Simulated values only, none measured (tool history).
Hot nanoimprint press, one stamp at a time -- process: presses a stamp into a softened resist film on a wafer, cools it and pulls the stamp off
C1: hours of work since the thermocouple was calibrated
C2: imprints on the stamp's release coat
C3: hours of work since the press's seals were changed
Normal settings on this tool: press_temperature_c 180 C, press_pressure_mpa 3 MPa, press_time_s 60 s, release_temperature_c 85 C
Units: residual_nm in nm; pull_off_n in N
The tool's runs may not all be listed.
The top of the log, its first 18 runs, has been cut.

run 19 hour=394.8 | press_temperature_c=180 press_pressure_mpa=3 press_time_s=33 release_temperature_c=85 | C1=39 C2=1198 C3=281 | residual_nm=241.3 pull_off_n=260
run 20 hour=410.3 | press_temperature_c=180 press_pressure_mpa=3 press_time_s=33 release_temperature_c=85 | C1=51 C2=1248 C3=293 | residual_nm=241.2 pull_off_n=277
run 21 hour=442.3 | press_temperature_c=180 press_pressure_mpa=3 press_time_s=33 release_temperature_c=85 | C1=76 C2=1351 C3=318 | residual_nm=242.2 pull_off_n=273
run 22 hour=468.2 | press_temperature_c=172 press_pressure_mpa=3.17 press_time_s=69 release_temperature_c=71 | C1=96 C2=1434 C3=338 | residual_nm=231.6 pull_off_n=362
run 23 hour=483.1 | press_temperature_c=172 press_pressure_mpa=3.17 press_time_s=69 release_temperature_c=71 | C1=107 C2=1482 C3=349 | residual_nm=232.6 pull_off_n=357
run 24 hour=497.3 | press_temperature_c=180 press_pressure_mpa=2.24 press_time_s=60 release_temperature_c=75 | C1=118 C2=1528 C3=360 | residual_nm=229.5 pull_off_n=349
run 25 hour=515.4 | press_temperature_c=180 press_pressure_mpa=3.13 press_time_s=60 release_temperature_c=72 | C1=132 C2=1586 C3=374 | residual_nm=202.3 pull_off_n=365
-- hour=533.6 stamp cleaned and given a new release coat
run 26 hour=539.6 | press_temperature_c=180 press_pressure_mpa=3.13 press_time_s=60 release_temperature_c=72 | C1=146 C2=19 C3=388 | residual_nm=203.3 pull_off_n=291
run 27 hour=557.7 | press_temperature_c=175 press_pressure_mpa=4.57 press_time_s=60 release_temperature_c=85 | C1=160 C2=78 C3=402 | residual_nm=197 pull_off_n=226
run 28 hour=575.6 | press_temperature_c=184 press_pressure_mpa=4.57 press_time_s=60 release_temperature_c=85 | C1=174 C2=135 C3=416 | residual_nm=156.6 pull_off_n=233
run 29 hour=591.1 | press_temperature_c=184 press_pressure_mpa=4.57 press_time_s=60 release_temperature_c=85 | C1=186 C2=185 C3=428 | residual_nm=156.9 pull_off_n=237
run 30 hour=611.1 | press_temperature_c=180 press_pressure_mpa=3 press_time_s=87 release_temperature_c=85 | C1=201 C2=249 C3=444 | residual_nm=184.9 pull_off_n=239

Below are 4 alternative next runs, each starting from the tool's condition after run 30. Predict each:
run A hour=624.8 | press_temperature_c=180 press_pressure_mpa=3 press_time_s=43 release_temperature_c=72 | C1=212 C2=293 C3=454 | residual_nm=? pull_off_n=?
run B hour=624.8 | press_temperature_c=182 press_pressure_mpa=3 press_time_s=58 release_temperature_c=85 | C1=212 C2=293 C3=454 | residual_nm=? pull_off_n=?
run C hour=624.8 | press_temperature_c=180 press_pressure_mpa=1.89 press_time_s=75 release_temperature_c=85 | C1=212 C2=293 C3=454 | residual_nm=? pull_off_n=?
run D hour=624.8 | press_temperature_c=180 press_pressure_mpa=3 press_time_s=104 release_temperature_c=85 | C1=212 C2=293 C3=454 | residual_nm=? pull_off_n=?

run=A residual_nm=229 pull_off_n=296
run=B residual_nm=200.7 pull_off_n=239
run=C residual_nm=231.8 pull_off_n=236
run=D residual_nm=174.2 pull_off_n=233
What these runs would have given with no unlogged condition in the tool:
run=A residual_nm=222.6 pull_off_n=278
run=B residual_nm=194.4 pull_off_n=223
run=C residual_nm=225.9 pull_off_n=220
run=D residual_nm=168.1 pull_off_n=218
